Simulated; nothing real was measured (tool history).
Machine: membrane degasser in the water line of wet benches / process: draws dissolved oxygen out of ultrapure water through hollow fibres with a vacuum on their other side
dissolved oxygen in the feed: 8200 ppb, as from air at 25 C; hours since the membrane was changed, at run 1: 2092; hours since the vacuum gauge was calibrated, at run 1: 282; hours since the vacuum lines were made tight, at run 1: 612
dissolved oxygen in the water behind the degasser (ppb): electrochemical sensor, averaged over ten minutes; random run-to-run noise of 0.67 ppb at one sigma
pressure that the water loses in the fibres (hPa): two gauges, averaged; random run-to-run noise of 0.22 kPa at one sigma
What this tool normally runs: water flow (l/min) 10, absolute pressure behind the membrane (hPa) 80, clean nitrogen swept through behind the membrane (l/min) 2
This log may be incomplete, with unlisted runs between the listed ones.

run,hour,water flow (l/min),absolute pressure behind the membrane (hPa),clean nitrogen swept through behind the membrane (l/min),hours since the membrane was changed,hours since the vacuum gauge was calibrated,hours since the vacuum lines were made tight,dissolved oxygen in the water behind the degasser (ppb),pressure that the water loses in the fibres (hPa)
1,0,10,80,2,2092,282,612,60.4,563.7
2,177,10,80,2,2269,459,789,60.9,561.9
3,321.5,10,80,2.73,2413,603,933,46.5,564.6
4,575.7,10,80,2.73,2668,858,1187,46.9,562.9
5,833.2,10,80,2.73,2925,1115,1445,47.1,566.9
6,959.2,10,80,2.73,3051,1241,1571,45.6,567.1
7,1099.5,10,80,2.73,3191,1381,1711,46.9,570.2
8,1361,8,125.2,2.73,3453,1643,1973,68.2,451.9
# hour 1383: vacuum gauge calibrated
9,1567.2,8,125.2,2.73,3659,184,2178,71,454.5
10,1748.5,12,61.2,3.59,3840,366,2360,31.3,685.6
11,1916,12,61.2,3.15,4007,533,2527,34.4,684.1

Hidden state at the last listed run before each entry between runs and at the first one after, where it differs:
Logged between run 8 and run 9: vacuum gauge calibrated (hour 1383)
  membrane still open, %: 97.6 -> 97.5; true pressure behind the membrane over the reading, kPa: 0.07 -> 0.13; air that leaks in behind the membrane, l/min: 0.0067 -> 0.0072
  measured value less the no-hidden-state value, dissolved oxygen in the water behind the degasser (ppb): +1.8 -> +2.5; pressure that the water loses in the fibres (hPa): +10.9 -> +11.5
